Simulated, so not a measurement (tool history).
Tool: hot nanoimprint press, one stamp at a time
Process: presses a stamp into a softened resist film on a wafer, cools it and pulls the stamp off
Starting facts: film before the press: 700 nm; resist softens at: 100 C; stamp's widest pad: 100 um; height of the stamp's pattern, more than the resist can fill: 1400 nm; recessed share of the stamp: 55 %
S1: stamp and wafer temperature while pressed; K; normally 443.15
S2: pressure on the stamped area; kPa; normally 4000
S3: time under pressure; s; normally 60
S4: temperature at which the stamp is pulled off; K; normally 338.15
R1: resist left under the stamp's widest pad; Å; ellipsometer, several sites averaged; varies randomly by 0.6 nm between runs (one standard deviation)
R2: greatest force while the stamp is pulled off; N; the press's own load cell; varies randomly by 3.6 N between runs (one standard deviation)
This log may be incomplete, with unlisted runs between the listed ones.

run 1 day=0.000 | S1=443.15 S2=4000 S3=60 S4=338.15 | R1=3409 R2=221
run 2 day=0.754 | S1=443.15 S2=2940 S3=60 S4=338.15 | R1=3984 R2=220
run 3 day=2.079 | S1=443.15 S2=2940 S3=60 S4=338.15 | R1=3958 R2=230
run 4 day=3.067 | S1=443.15 S2=2940 S3=60 S4=338.15 | R1=3958 R2=233
run 5 day=4.358 | S1=443.15 S2=4000 S3=60 S4=338.15 | R1=3385 R2=250
run 6 day=5.446 | S1=443.15 S2=4000 S3=60 S4=338.15 | R1=3408 R2=253
run 7 day=7.021 | S1=443.15 S2=4000 S3=60 S4=338.15 | R1=3402 R2=255
run 8 day=7.812 | S1=443.15 S2=4000 S3=60 S4=338.15 | R1=3392 R2=271
run 9 day=9.379 | S1=443.15 S2=4000 S3=60 S4=338.15 | R1=3394 R2=271
run 10 day=10.696 | S1=443.15 S2=4000 S3=60 S4=338.15 | R1=3389 R2=285
run 11 day=11.888 | S1=443.15 S2=2640 S3=60 S4=338.15 | R1=4130 R2=285
run 12 day=12.950 | S1=443.15 S2=2640 S3=60 S4=338.15 | R1=4143 R2=309
-- day=13.212 plate thermocouple calibrated
run 13 day=14.438 | S1=443.15 S2=2640 S3=60 S4=338.15 | R1=4116 R2=319
-- day=15.596 stamp cleaned and given a new release coat
run 14 day=16.104 | S1=443.15 S2=2640 S3=60 S4=338.15 | R1=4114 R2=170
run 15 day=17.438 | S1=443.15 S2=2640 S3=60 S4=338.15 | R1=4109 R2=182
run 16 day=18.850 | S1=446.15 S2=6320 S3=72 S4=326.15 | R1=2179 R2=226
run 17 day=20.079 | S1=446.15 S2=6320 S3=72 S4=326.15 | R1=2173 R2=235
-- day=20.879 plate thermocouple calibrated, once more
run 18 day=21.500 | S1=443.15 S2=4000 S3=60 S4=334.15 | R1=3487 R2=213
run 19 day=22.654 | S1=443.15 S2=4000 S3=60 S4=334.15 | R1=3486 R2=224
run 20 day=24.075 | S1=443.15 S2=4000 S3=60 S4=334.15 | R1=3483 R2=236
run 21 day=25.033 | S1=443.15 S2=4000 S3=60 S4=334.15 | R1=3482 R2=233
run 22 day=26.238 | S1=443.15 S2=4000 S3=113 S4=341.15 | R1=2816 R2=224
run 23 day=27.154 | S1=441.15 S2=3870 S3=67 S4=328.15 | R1=3676 R2=278
run 24 day=28.221 | S1=439.15 S2=3370 S3=39 S4=342.15 | R1=4854 R2=232
run 25 day=29.192 | S1=443.15 S2=2780 S3=60 S4=338.15 | R1=4122 R2=266
run 26 day=29.958 | S1=451.15 S2=4000 S3=51 S4=338.15 | R1=2681 R2=262
run 27 day=31.133 | S1=451.15 S2=4000 S3=51 S4=338.15 | R1=2687 R2=261
run 28 day=32.462 | S1=451.15 S2=4000 S3=51 S4=338.15 | R1=2684 R2=277
run 29 day=33.454 | S1=443.15 S2=4000 S3=60 S4=324.15 | R1=3459 R2=361

Branching from run 29: 3 alternative next runs. What would each branch give?
run A day=34.429 | S1=443.15 S2=4000 S3=60 S4=344.15 | R1=? R2=?
run B day=34.429 | S1=432.15 S2=4000 S3=79 S4=338.15 | R1=? R2=?
run C day=34.429 | S1=443.15 S2=4560 S3=60 S4=338.15 | R1=? R2=?

run=A R1=3453 R2=255
run=B R1=4808 R2=289
run=C R1=3231 R2=296
Without the tool's hidden state the same runs would have given:
run=A R1=3403 R2=151
run=B R1=4760 R2=171
run=C R1=3171 R2=176
